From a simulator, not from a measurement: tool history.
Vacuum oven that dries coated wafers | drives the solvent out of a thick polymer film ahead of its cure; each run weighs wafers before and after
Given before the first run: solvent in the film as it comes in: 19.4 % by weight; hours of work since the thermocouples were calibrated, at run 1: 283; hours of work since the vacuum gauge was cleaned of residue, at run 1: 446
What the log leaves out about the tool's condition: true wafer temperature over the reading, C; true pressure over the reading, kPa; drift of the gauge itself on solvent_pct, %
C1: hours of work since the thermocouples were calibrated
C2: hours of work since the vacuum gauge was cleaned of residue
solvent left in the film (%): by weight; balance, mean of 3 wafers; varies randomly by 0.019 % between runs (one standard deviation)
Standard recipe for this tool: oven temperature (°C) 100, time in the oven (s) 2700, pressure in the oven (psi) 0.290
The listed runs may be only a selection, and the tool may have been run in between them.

Run 1, day 0.000: usual settings; C1 283; C2 446. Result: solvent left in the film (%) 3.50.
Run 2, day 0.546: usual settings but time in the oven (s) 2460; C1 290; C2 453. Result: solvent left in the film (%) 3.61.
Run 3, day 1.662: usual settings but time in the oven (s) 2460; C1 304; C2 467. Result: solvent left in the film (%) 3.64.
Run 4, day 2.746: usual settings but pressure in the oven (psi) 0.426; C1 317; C2 480. Result: solvent left in the film (%) 4.72.
Run 5, day 3.838: usual settings but time in the oven (s) 1320, pressure in the oven (psi) 0.426; C1 331; C2 494. Result: solvent left in the film (%) 6.75.
Run 6, day 4.842: usual settings but oven temperature (°C) 86, time in the oven (s) 1320, pressure in the oven (psi) 0.426; C1 343; C2 506. Result: solvent left in the film (%) 11.47.
Run 7, day 5.921: usual settings but oven temperature (°C) 86, time in the oven (s) 1320, pressure in the oven (psi) 0.426; C1 357; C2 520. Result: solvent left in the film (%) 11.44.
Run 8, day 6.742: usual settings but oven temperature (°C) 86, time in the oven (s) 1320, pressure in the oven (psi) 0.426; C1 367; C2 530. Result: solvent left in the film (%) 11.43.
Run 9, day 7.400: usual settings but oven temperature (°C) 86, time in the oven (s) 1320, pressure in the oven (psi) 0.426; C1 375; C2 538. Result: solvent left in the film (%) 11.47.
Run 10, day 8.425: usual settings; C1 387; C2 551. Result: solvent left in the film (%) 3.46.
Run 11, day 9.221: usual settings; C1 397; C2 560. Result: solvent left in the film (%) 3.47.
Run 12, day 10.075: usual settings; C1 408; C2 571. Result: solvent left in the film (%) 3.47.
Run 13, day 10.717: usual settings; C1 416; C2 579. Result: solvent left in the film (%) 3.51.
Run 14, day 11.658: usual settings; C1 428; C2 591. Result: solvent left in the film (%) 3.46.
Run 15, day 12.317: usual settings; C1 436; C2 599. Result: solvent left in the film (%) 3.48.
Run 16, day 13.104: usual settings but oven temperature (°C) 109; C1 445; C2 608. Result: solvent left in the film (%) 2.30.
Run 17, day 13.904: usual settings but oven temperature (°C) 109; C1 455; C2 618. Result: solvent left in the film (%) 2.29.
Run 18, day 14.700: usual settings; C1 465; C2 628. Result: solvent left in the film (%) 3.47.
Run 19, day 15.208: usual settings; C1 471; C2 634. Result: solvent left in the film (%) 3.49.
Run 20, day 16.154: usual settings; C1 483; C2 646. Result: solvent left in the film (%) 3.49.
Run 21, day 16.758: usual settings but time in the oven (s) 3840, pressure in the oven (psi) 0.696; C1 491; C2 654. Result: solvent left in the film (%) 6.97.
Run 22, day 17.838: usual settings but oven temperature (°C) 106, time in the oven (s) 4500, pressure in the oven (psi) 0.696; C1 504; C2 667. Result: solvent left in the film (%) 5.54.
Run 23, day 18.804: usual settings but oven temperature (°C) 106, time in the oven (s) 4500, pressure in the oven (psi) 0.696; C1 516; C2 679. Result: solvent left in the film (%) 5.61.
Run 24, day 19.662: usual settings but oven temperature (°C) 93, time in the oven (s) 4440, pressure in the oven (psi) 1.120; C1 526; C2 689. Result: solvent left in the film (%) 14.09.
Run 25, day 20.146: usual settings but oven temperature (°C) 96, time in the oven (s) 4800, pressure in the oven (psi) 0.146; C1 532; C2 695. Result: solvent left in the film (%) 2.05.
At day 20.304: oven's thermocouples calibrated.
Run 26, day 20.988: usual settings but oven temperature (°C) 96, time in the oven (s) 4800, pressure in the oven (psi) 0.146; C1 8; C2 705. Result: solvent left in the film (%) 1.97.
Run 27, day 21.842: usual settings but time in the oven (s) 2520; C1 19; C2 715. Result: solvent left in the film (%) 3.46.
Run 28, day 22.342: usual settings but time in the oven (s) 2520; C1 25; C2 722. Result: solvent left in the film (%) 3.47.
Run 29, day 22.896: usual settings but oven temperature (°C) 108, pressure in the oven (psi) 0.727; C1 32; C2 728. Result: solvent left in the film (%) 5.31.
Run 30, day 23.462: usual settings but oven temperature (°C) 108, pressure in the oven (psi) 0.727; C1 39; C2 735. Result: solvent left in the film (%) 5.33.
Run 31, day 24.254: usual settings but oven temperature (°C) 89, time in the oven (s) 4020, pressure in the oven (psi) 0.941; C1 49; C2 745. Result: solvent left in the film (%) 13.45.
Run 32, day 24.750: usual settings but oven temperature (°C) 102, time in the oven (s) 4020, pressure in the oven (psi) 0.721; C1 55; C2 751. Result: solvent left in the film (%) 6.48.
Run 33, day 25.738: usual settings but oven temperature (°C) 102, time in the oven (s) 4020, pressure in the oven (psi) 0.721; C1 67; C2 764. Result: solvent left in the film (%) 6.41.
At day 26.433: oven's thermocouples calibrated, once more.
Run 34, day 26.838: usual settings but oven temperature (°C) 102, time in the oven (s) 4020, pressure in the oven (psi) 0.721; C1 5; C2 776. Result: solvent left in the film (%) 7.11.
Run 35, day 27.467: usual settings but oven temperature (°C) 102, time in the oven (s) 4020, pressure in the oven (psi) 0.721; C1 13; C2 784. Result: solvent left in the film (%) 7.12.
Run 36, day 28.475: usual settings but oven temperature (°C) 89, pressure in the oven (psi) 0.315; C1 25; C2 796. Result: solvent left in the film (%) 7.01.
Run 37, day 29.217: usual settings but oven temperature (°C) 89, pressure in the oven (psi) 0.315; C1 34; C2 806. Result: solvent left in the film (%) 7.00.
Run 38, day 29.746: usual settings but oven temperature (°C) 89, pressure in the oven (psi) 0.315; C1 41; C2 812. Result: solvent left in the film (%) 6.99.
Run 39, day 30.704: usual settings but oven temperature (°C) 105, pressure in the oven (psi) 1.139; C1 53; C2 824. Result: solvent left in the film (%) 9.95.

Predict each of these 4 candidate next runs independently; none follows another, all start after run 39:
Run A, day 31.625: usual settings but oven temperature (°C) 101, time in the oven (s) 1380, pressure in the oven (psi) 0.429; C1 64; C2 835. Result: solvent left in the film (%) ?.
Run B, day 31.625: usual settings but oven temperature (°C) 102, pressure in the oven (psi) 1.139; C1 64; C2 835. Result: solvent left in the film (%) ?.
Run C, day 31.625: usual settings but pressure in the oven (psi) 0.218; C1 64; C2 835. Result: solvent left in the film (%) ?.
Run D, day 31.625: usual settings but oven temperature (°C) 94; C1 64; C2 835. Result: solvent left in the film (%) ?.

run  solvent left in the film (%)
  A                          6.73
  B                         11.08
  C                          3.10
  D                          5.20
With the hidden condition removed and each run's random variation left untouched, the same runs would have given:
run  solvent left in the film (%)
  A                          6.44
  B                         10.77
  C                          2.75
  D                          4.78
